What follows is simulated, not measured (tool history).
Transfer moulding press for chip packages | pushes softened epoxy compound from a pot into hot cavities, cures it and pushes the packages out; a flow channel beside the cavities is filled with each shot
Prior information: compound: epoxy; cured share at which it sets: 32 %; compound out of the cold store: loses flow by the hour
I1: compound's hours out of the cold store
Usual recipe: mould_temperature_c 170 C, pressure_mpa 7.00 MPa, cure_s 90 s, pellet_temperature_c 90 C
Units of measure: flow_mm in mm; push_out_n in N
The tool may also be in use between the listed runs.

run 1 day=0.000 | mould_temperature_c=170 pressure_mpa=7.00 cure_s=90 pellet_temperature_c=90 | I1=17.8 | flow_mm=865 push_out_n=359
-- day=1.012 plunger's sealing rings changed
run 2 day=1.583 | mould_temperature_c=170 pressure_mpa=7.00 cure_s=90 pellet_temperature_c=90 | I1=26.8 | flow_mm=874 push_out_n=500
-- day=3.367 cavities cleaned with cleaning compound and waxed
run 3 day=4.421 | mould_temperature_c=170 pressure_mpa=7.00 cure_s=90 pellet_temperature_c=90 | I1=16.2 | flow_mm=895 push_out_n=468
run 4 day=5.867 | mould_temperature_c=170 pressure_mpa=7.00 cure_s=90 pellet_temperature_c=90 | I1=15.4 | flow_mm=904 push_out_n=557
-- day=6.767 cavities cleaned with cleaning compound and waxed
run 5 day=7.379 | mould_temperature_c=170 pressure_mpa=7.00 cure_s=90 pellet_temperature_c=90 | I1=38.6 | flow_mm=831 push_out_n=394
run 6 day=8.771 | mould_temperature_c=170 pressure_mpa=7.00 cure_s=90 pellet_temperature_c=90 | I1=37.0 | flow_mm=839 push_out_n=521
-- day=10.233 cavities cleaned with cleaning compound and waxed
run 7 day=10.721 | mould_temperature_c=170 pressure_mpa=7.00 cure_s=118 pellet_temperature_c=90 | I1=42.6 | flow_mm=821 push_out_n=308
run 8 day=11.946 | mould_temperature_c=170 pressure_mpa=7.00 cure_s=118 pellet_temperature_c=90 | I1=12.4 | flow_mm=896 push_out_n=375
-- day=13.658 cavities cleaned with cleaning compound and waxed
run 9 day=14.675 | mould_temperature_c=170 pressure_mpa=7.00 cure_s=98 pellet_temperature_c=90 | I1=41.6 | flow_mm=806 push_out_n=393
run 10 day=16.233 | mould_temperature_c=170 pressure_mpa=7.00 cure_s=98 pellet_temperature_c=90 | I1=46.2 | flow_mm=790 push_out_n=480
-- day=17.033 cavities cleaned with cleaning compound and waxed
run 11 day=17.683 | mould_temperature_c=175 pressure_mpa=7.00 cure_s=90 pellet_temperature_c=90 | I1=22.9 | flow_mm=835 push_out_n=350
run 12 day=19.775 | mould_temperature_c=170 pressure_mpa=7.00 cure_s=90 pellet_temperature_c=90 | I1=37.2 | flow_mm=810 push_out_n=573
-- day=20.471 cavities cleaned with cleaning compound and waxed
run 13 day=21.804 | mould_temperature_c=170 pressure_mpa=6.40 cure_s=90 pellet_temperature_c=90 | I1=10.1 | flow_mm=840 push_out_n=497
run 14 day=23.421 | mould_temperature_c=170 pressure_mpa=6.40 cure_s=90 pellet_temperature_c=90 | I1=30.6 | flow_mm=776 push_out_n=580
-- day=23.912 plunger's sealing rings changed
-- day=23.975 cavities cleaned with cleaning compound and waxed
run 15 day=26.404 | mould_temperature_c=170 pressure_mpa=7.00 cure_s=95 pellet_temperature_c=85 | I1=32.8 | flow_mm=868 push_out_n=525
-- day=27.412 cavities cleaned with cleaning compound and waxed
run 16 day=28.667 | mould_temperature_c=166 pressure_mpa=7.00 cure_s=79 pellet_temperature_c=90 | I1=17.6 | flow_mm=908 push_out_n=858
-- day=28.900 mould's thermocouples calibrated
-- day=30.850 cavities cleaned with cleaning compound and waxed
run 17 day=31.100 | mould_temperature_c=166 pressure_mpa=7.00 cure_s=79 pellet_temperature_c=90 | I1=34.5 | flow_mm=861 push_out_n=688
run 18 day=33.829 | mould_temperature_c=168 pressure_mpa=7.00 cure_s=90 pellet_temperature_c=90 | I1=21.2 | flow_mm=878 push_out_n=669
-- day=34.304 cavities cleaned with cleaning compound and waxed
run 19 day=35.738 | mould_temperature_c=174 pressure_mpa=7.00 cure_s=90 pellet_temperature_c=82 | I1=17.3 | flow_mm=872 push_out_n=426
-- day=37.188 mould's thermocouples calibrated, once more
run 20 day=37.333 | mould_temperature_c=177 pressure_mpa=5.48 cure_s=83 pellet_temperature_c=93 | I1=33.1 | flow_mm=719 push_out_n=458
-- day=37.812 cavities cleaned with cleaning compound and waxed
run 21 day=38.717 | mould_temperature_c=177 pressure_mpa=5.48 cure_s=103 pellet_temperature_c=90 | I1=46.7 | flow_mm=685 push_out_n=322
-- day=41.246 cavities cleaned with cleaning compound and waxed
run 22 day=41.550 | mould_temperature_c=177 pressure_mpa=5.48 cure_s=103 pellet_temperature_c=90 | I1=32.2 | flow_mm=703 push_out_n=275
run 23 day=42.925 | mould_temperature_c=170 pressure_mpa=7.00 cure_s=90 pellet_temperature_c=86 | I1=20.2 | flow_mm=854 push_out_n=505
-- day=44.712 cavities cleaned with cleaning compound and waxed
run 24 day=45.771 | mould_temperature_c=170 pressure_mpa=7.00 cure_s=75 pellet_temperature_c=86 | I1=12.7 | flow_mm=864 push_out_n=678
-- day=47.008 plunger's sealing rings changed
run 25 day=48.008 | mould_temperature_c=170 pressure_mpa=7.00 cure_s=90 pellet_temperature_c=88 | I1=31.2 | flow_mm=864 push_out_n=567
-- day=48.325 cavities cleaned with cleaning compound and waxed
run 26 day=50.917 | mould_temperature_c=165 pressure_mpa=7.00 cure_s=94 pellet_temperature_c=81 | I1=36.6 | flow_mm=857 push_out_n=667

Predict the results of run 27:
-- day=51.808 cavities cleaned with cleaning compound and waxed
run 27 day=52.312 | mould_temperature_c=165 pressure_mpa=7.00 cure_s=79 pellet_temperature_c=81 | I1=22.6 | flow_mm=? push_out_n=?

Run 27 produced flow_mm 900 mm, push_out_n 778 N.
On a tool with no hidden condition, and with the same random variation, this run would have come out at flow_mm 914 mm, push_out_n 649 N.
